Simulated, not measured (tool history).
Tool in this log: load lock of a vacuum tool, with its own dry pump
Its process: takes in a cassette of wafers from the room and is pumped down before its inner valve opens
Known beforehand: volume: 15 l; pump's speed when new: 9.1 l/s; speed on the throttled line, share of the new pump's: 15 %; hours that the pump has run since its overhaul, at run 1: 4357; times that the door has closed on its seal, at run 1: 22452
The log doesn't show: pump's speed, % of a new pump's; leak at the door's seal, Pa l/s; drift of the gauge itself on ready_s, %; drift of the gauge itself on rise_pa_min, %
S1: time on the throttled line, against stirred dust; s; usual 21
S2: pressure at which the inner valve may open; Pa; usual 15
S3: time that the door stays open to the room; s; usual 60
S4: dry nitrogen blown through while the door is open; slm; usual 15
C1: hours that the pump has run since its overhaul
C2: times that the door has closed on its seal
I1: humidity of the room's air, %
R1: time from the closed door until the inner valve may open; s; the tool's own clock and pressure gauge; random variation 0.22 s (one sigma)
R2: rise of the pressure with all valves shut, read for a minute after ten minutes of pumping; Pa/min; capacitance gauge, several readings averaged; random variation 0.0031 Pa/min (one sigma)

run     hour  S1  S2   S3  S4    C1     C2    I1    R1     R2
  1      0.0  21  15   60  15  4357  22452  46.1  34.1  0.232
  2    380.4  21  15   60  15  4737  23203  47.5  35.1  0.246
  3    617.9  15  15   60  15  4975  23672  45.5  29.2  0.242
  4    863.6  15  15   60  15  5220  24157  45.7  29.6  0.248
  5   1306.8  15  15   60  15  5663  25032  44.3  29.9  0.263
  6   1614.5  21  15   60  15  5971  25639  45.0  35.0  0.263
  7   2005.6  21  15   54  15  6362  26411  44.5  35.2  0.266
  8   2442.7  21  15   54  15  6799  27274  49.1  35.5  0.283
  9   2671.7  21  15   60  15  7028  27726  43.8  35.7  0.287
 10   2851.7  21  15   60  12  7208  28081  42.7  35.7  0.299
 11   3275.8  21  15   60  15  7632  28918  46.4  35.6  0.308
 12   3510.3  13  15   60  15  7867  29381  46.2  29.4  0.320
 13   3920.9  21  15   60  35  8278  30191  48.2  36.0  0.303
 14   4302.6  21  15   60  35  8659  30945  40.8  36.1  0.302
 15   4710.2  21  15   60  35  9067  31749  45.9  36.5  0.327
      4959.7  -- dry pump taken out, an overhauled one fitted
 16   5114.0  21  15   60  35   154  32534  42.9  33.0  0.338
 17   5329.7  21  15   60  35   370  32960  46.0  32.5  0.338
 18   5748.6  21  15   60  35   789  33787  46.6  32.8  0.348
 19   6004.2  21  15   60  35  1044  34291  43.0  32.8  0.358
 20   6234.0  21  15   60  35  1274  34745  41.7  32.6  0.358
 21   6436.4  21  15   60  35  1477  35144  48.5  33.2  0.369
 22   6721.3  21  25   60  15  1762  35707  42.1  32.1  0.396
      6800.3  -- door's seal changed, seat wiped
 23   7130.5  21  24   60  19  2169    652  44.5  32.4  0.059
 24   7369.3  32  19   30  15  2408   1123  45.6  42.2  0.055
 25   7785.2  32  19   30  15  2824   1944  45.7  42.1  0.051
 26   8007.8  26  21  209   5  3047   2383  46.7  37.4  0.195
 27   8194.1  21  15  110  15  3233   2751  47.2  33.5  0.101
 28   8437.9  21  15  110   7  3477   3232  47.5  33.9  0.135
 29   8719.6  21  15   45   7  3758   3788  44.3  34.1  0.090
 30   8946.9  14  15   60  13  3986   4237  42.6  28.4  0.072
 31   9158.1  14  15  167  13  4197   4654  43.9  28.5  0.130
 32   9424.6  30  18  167  12  4463   5180  42.1  41.0  0.127
 33   9861.6  30  18  167  12  4900   6042  45.4  41.3  0.145
 34  10303.7  13  15  225   7  5342   6915  47.3  28.1  0.201
 35  10739.9  13  15  225   7  5779   7776  42.7  28.4  0.195
 36  11158.8  13  15  225   7  6198   8602  48.6  28.3  0.217
 37  11369.2  21  15   46  15  6408   9018  47.4  35.1  0.099

Alternative continuations, all from the tool just after run 37; predict every row:
  A  11619.1  12  30   60  15  6658  9511  45.1   ?   ?
  B  11619.1  21  18  175  15  6658  9511  44.3   ?   ?
  C  11619.1  21  16   46  15  6658  9511  44.5   ?   ?

run    R1     R2
  A  26.1  0.113
  B  34.5  0.153
  C  34.7  0.100
The same runs, with their run-to-run variation unchanged, on a tool lacking any hidden condition would have given:
run    R1     R2
  A  23.2  0.068
  B  31.7  0.107
  C  31.9  0.055

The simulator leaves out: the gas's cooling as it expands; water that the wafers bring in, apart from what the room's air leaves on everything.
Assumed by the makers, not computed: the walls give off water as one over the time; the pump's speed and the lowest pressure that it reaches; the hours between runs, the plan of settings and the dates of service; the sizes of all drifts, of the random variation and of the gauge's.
